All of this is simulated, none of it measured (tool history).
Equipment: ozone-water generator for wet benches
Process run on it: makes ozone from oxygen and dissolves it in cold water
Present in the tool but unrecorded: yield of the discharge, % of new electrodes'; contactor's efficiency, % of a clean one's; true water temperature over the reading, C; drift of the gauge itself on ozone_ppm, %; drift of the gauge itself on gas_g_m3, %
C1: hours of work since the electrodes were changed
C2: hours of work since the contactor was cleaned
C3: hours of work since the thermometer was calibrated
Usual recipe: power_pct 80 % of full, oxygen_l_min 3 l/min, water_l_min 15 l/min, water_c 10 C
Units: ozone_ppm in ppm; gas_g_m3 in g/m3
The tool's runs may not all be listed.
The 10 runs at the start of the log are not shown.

{"run": 11, "day": 45.954, "power_pct": 80, "oxygen_l_min": 3, "water_l_min": 15, "water_c": 10, "C1": 5397, "C2": 3823, "C3": 851, "ozone_ppm": 35.6, "gas_g_m3": 303.9}
{"run": 12, "day": 51.671, "power_pct": 56, "oxygen_l_min": 3, "water_l_min": 15, "water_c": 10, "C1": 5515, "C2": 3941, "C3": 970, "ozone_ppm": 27.4, "gas_g_m3": 233.6}
{"run": 13, "day": 55.888, "power_pct": 56, "oxygen_l_min": 3, "water_l_min": 15, "water_c": 10, "C1": 5603, "C2": 4029, "C3": 1057, "ozone_ppm": 27.3, "gas_g_m3": 231.8}
{"run": 14, "day": 58.996, "power_pct": 80, "oxygen_l_min": 3, "water_l_min": 15, "water_c": 10, "C1": 5667, "C2": 4093, "C3": 1122, "ozone_ppm": 35.4, "gas_g_m3": 303.6}
{"run": 15, "day": 62.612, "power_pct": 80, "oxygen_l_min": 3, "water_l_min": 15, "water_c": 10, "C1": 5742, "C2": 4169, "C3": 1197, "ozone_ppm": 35.3, "gas_g_m3": 303.3}
{"run": 16, "day": 65.446, "power_pct": 80, "oxygen_l_min": 3, "water_l_min": 15, "water_c": 10, "C1": 5801, "C2": 4227, "C3": 1256, "ozone_ppm": 35, "gas_g_m3": 303.4}
{"run": 17, "day": 69.125, "power_pct": 80, "oxygen_l_min": 3, "water_l_min": 15, "water_c": 10, "C1": 5878, "C2": 4304, "C3": 1332, "ozone_ppm": 35.3, "gas_g_m3": 303.1}
{"run": 18, "day": 75.333, "power_pct": 79, "oxygen_l_min": 2.54, "water_l_min": 19, "water_c": 6, "C1": 6007, "C2": 4433, "C3": 1461, "ozone_ppm": 27.9, "gas_g_m3": 328}
{"run": 19, "day": 81.921, "power_pct": 79, "oxygen_l_min": 2.54, "water_l_min": 19, "water_c": 6, "C1": 6143, "C2": 4569, "C3": 1598, "ozone_ppm": 28.1, "gas_g_m3": 326.7}
{"run": 20, "day": 85.871, "power_pct": 79, "oxygen_l_min": 2.54, "water_l_min": 10, "water_c": 6, "C1": 6225, "C2": 4651, "C3": 1680, "ozone_ppm": 50.1, "gas_g_m3": 326.7}
{"run": 21, "day": 92.404, "power_pct": 80, "oxygen_l_min": 3, "water_l_min": 16, "water_c": 10, "C1": 6361, "C2": 4787, "C3": 1815, "ozone_ppm": 33.5, "gas_g_m3": 301.7}
{"run": 22, "day": 96.454, "power_pct": 80, "oxygen_l_min": 3.97, "water_l_min": 22, "water_c": 10, "C1": 6445, "C2": 4871, "C3": 1899, "ozone_ppm": 26.1, "gas_g_m3": 259.7}
{"run": 23, "day": 101.658, "power_pct": 95, "oxygen_l_min": 3.97, "water_l_min": 22, "water_c": 10, "C1": 6553, "C2": 4979, "C3": 2007, "ozone_ppm": 29.9, "gas_g_m3": 292.2}
{"run": 24, "day": 105.792, "power_pct": 95, "oxygen_l_min": 3.97, "water_l_min": 22, "water_c": 10, "C1": 6639, "C2": 5065, "C3": 2093, "ozone_ppm": 29.8, "gas_g_m3": 294.9}
{"run": 25, "day": 111.021, "power_pct": 52, "oxygen_l_min": 4.91, "water_l_min": 22, "water_c": 10, "C1": 6748, "C2": 5174, "C3": 2202, "ozone_ppm": 19.5, "gas_g_m3": 169.2}
{"run": 26, "day": 116.85, "power_pct": 57, "oxygen_l_min": 3, "water_l_min": 15, "water_c": 10, "C1": 6869, "C2": 5295, "C3": 2323, "ozone_ppm": 27.5, "gas_g_m3": 232.9}
{"day": 117.971, "done": "contactor cleaned"}
{"run": 27, "day": 119.792, "power_pct": 54, "oxygen_l_min": 3, "water_l_min": 15, "water_c": 6, "C1": 6926, "C2": 38, "C3": 2380, "ozone_ppm": 27.4, "gas_g_m3": 222.3}
{"run": 28, "day": 125.65, "power_pct": 54, "oxygen_l_min": 1.9, "water_l_min": 15, "water_c": 6, "C1": 7048, "C2": 159, "C3": 2502, "ozone_ppm": 24.9, "gas_g_m3": 285.5}
{"run": 29, "day": 130.567, "power_pct": 40, "oxygen_l_min": 1.9, "water_l_min": 18, "water_c": 6, "C1": 7150, "C2": 261, "C3": 2604, "ozone_ppm": 16.5, "gas_g_m3": 226.3}
{"run": 30, "day": 136.317, "power_pct": 76, "oxygen_l_min": 2.01, "water_l_min": 19, "water_c": 15, "C1": 7269, "C2": 381, "C3": 2724, "ozone_ppm": 24, "gas_g_m3": 354.4}
{"run": 31, "day": 141.542, "power_pct": 76, "oxygen_l_min": 2.01, "water_l_min": 19, "water_c": 15, "C1": 7378, "C2": 489, "C3": 2832, "ozone_ppm": 24.3, "gas_g_m3": 355.4}
{"run": 32, "day": 146.083, "power_pct": 58, "oxygen_l_min": 3, "water_l_min": 15, "water_c": 10, "C1": 7472, "C2": 584, "C3": 2926, "ozone_ppm": 27.8, "gas_g_m3": 235.6}

Forecast each of these 4 alternatives for the next run:
{"run": "A", "day": 150.575, "power_pct": 93, "oxygen_l_min": 3.91, "water_l_min": 10, "water_c": 10, "C1": 7565, "C2": 677, "C3": 3020, "ozone_ppm": "?", "gas_g_m3": "?"}
{"run": "B", "day": 150.575, "power_pct": 80, "oxygen_l_min": 2.13, "water_l_min": 15, "water_c": 14, "C1": 7565, "C2": 677, "C3": 3020, "ozone_ppm": "?", "gas_g_m3": "?"}
{"run": "C", "day": 150.575, "power_pct": 80, "oxygen_l_min": 3, "water_l_min": 13, "water_c": 9, "C1": 7565, "C2": 677, "C3": 3020, "ozone_ppm": "?", "gas_g_m3": "?"}
{"run": "D", "day": 150.575, "power_pct": 58, "oxygen_l_min": 3, "water_l_min": 23, "water_c": 16, "C1": 7565, "C2": 677, "C3": 3020, "ozone_ppm": "?", "gas_g_m3": "?"}

run=A ozone_ppm=54.3 gas_g_m3=291.8
run=B ozone_ppm=32.4 gas_g_m3=360.6
run=C ozone_ppm=40.1 gas_g_m3=297
run=D ozone_ppm=17.9 gas_g_m3=235.9
With the hidden condition removed and each run's random variation left untouched, the same runs would have given:
run=A ozone_ppm=54.4 gas_g_m3=300.4
run=B ozone_ppm=32.4 gas_g_m3=371.2
run=C ozone_ppm=40.2 gas_g_m3=305.8
run=D ozone_ppm=17.9 gas_g_m3=242.8
